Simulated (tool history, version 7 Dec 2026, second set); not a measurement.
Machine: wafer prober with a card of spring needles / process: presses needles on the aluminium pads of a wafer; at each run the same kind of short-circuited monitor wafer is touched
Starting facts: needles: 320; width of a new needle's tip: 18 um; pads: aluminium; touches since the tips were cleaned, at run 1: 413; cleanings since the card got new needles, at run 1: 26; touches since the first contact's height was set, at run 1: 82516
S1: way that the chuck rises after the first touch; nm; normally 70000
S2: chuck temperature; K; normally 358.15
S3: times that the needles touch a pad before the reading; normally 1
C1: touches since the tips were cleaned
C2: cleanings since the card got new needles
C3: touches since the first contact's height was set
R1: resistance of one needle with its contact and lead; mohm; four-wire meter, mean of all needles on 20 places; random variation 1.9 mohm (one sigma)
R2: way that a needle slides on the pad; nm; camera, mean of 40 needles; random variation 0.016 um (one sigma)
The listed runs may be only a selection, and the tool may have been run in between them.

run 1 hour=0 | S1=70000 S2=358.15 S3=1 | C1=413 C2=26 C3=82516 | R1=233 R2=10850
run 2 hour=16.3 | S1=70000 S2=334.15 S3=1 | C1=5816 C2=26 C3=87919 | R1=292 R2=10870
-- hour=19.3 tips cleaned on abrasive film
-- hour=41.9 tips cleaned on abrasive film
run 3 hour=42.6 | S1=70000 S2=358.15 S3=1 | C1=258 C2=28 C3=96587 | R1=225 R2=10810
-- hour=63.2 tips cleaned on abrasive film
run 4 hour=63.2 | S1=51000 S2=358.15 S3=1 | C1=0 C2=29 C3=103363 | R1=220 R2=7870
run 5 hour=75.8 | S1=70000 S2=398.15 S3=1 | C1=4187 C2=29 C3=107550 | R1=291 R2=10830
-- hour=85.9 tips cleaned on abrasive film
run 6 hour=92.7 | S1=70000 S2=398.15 S3=1 | C1=2262 C2=30 C3=113118 | R1=277 R2=10820
-- hour=106.6 tips cleaned on abrasive film
run 7 hour=116.3 | S1=62000 S2=358.15 S3=1 | C1=3190 C2=31 C3=120906 | R1=300 R2=9580
-- hour=128.1 tips cleaned on abrasive film
-- hour=132.5 height of the first contact set anew
run 8 hour=137.4 | S1=86000 S2=325.15 S3=2 | C1=2960 C2=32 C3=1621 | R1=229 R2=13480
-- hour=149.6 tips cleaned on abrasive film
run 9 hour=159.8 | S1=62000 S2=358.15 S3=1 | C1=3392 C2=33 C3=9026 | R1=300 R2=9680
-- hour=170.5 tips cleaned on abrasive film
run 10 hour=184.9 | S1=67000 S2=329.15 S3=3 | C1=4752 C2=34 C3=17312 | R1=234 R2=10450
-- hour=191.7 tips cleaned on abrasive film
run 11 hour=210.3 | S1=67000 S2=329.15 S3=3 | C1=6186 C2=35 C3=25714 | R1=234 R2=10450
-- hour=213.1 tips cleaned on abrasive film
run 12 hour=224.9 | S1=67000 S2=329.15 S3=3 | C1=3924 C2=36 C3=30532 | R1=230 R2=10440
-- hour=235 tips cleaned on abrasive film
run 13 hour=237.7 | S1=67000 S2=382.15 S3=3 | C1=885 C2=37 C3=34736 | R1=227 R2=10430

Predict the results of run 14:
-- hour=256 tips cleaned on abrasive film
run 14 hour=260.2 | S1=67000 S2=382.15 S3=3 | C1=1405 C2=38 C3=42162 | R1=? R2=?

Run 14 gave R1 237 mohm, R2 10420 nm.
Without the tool's hidden state the same run would have given R1 216 mohm, R2 10460 nm.

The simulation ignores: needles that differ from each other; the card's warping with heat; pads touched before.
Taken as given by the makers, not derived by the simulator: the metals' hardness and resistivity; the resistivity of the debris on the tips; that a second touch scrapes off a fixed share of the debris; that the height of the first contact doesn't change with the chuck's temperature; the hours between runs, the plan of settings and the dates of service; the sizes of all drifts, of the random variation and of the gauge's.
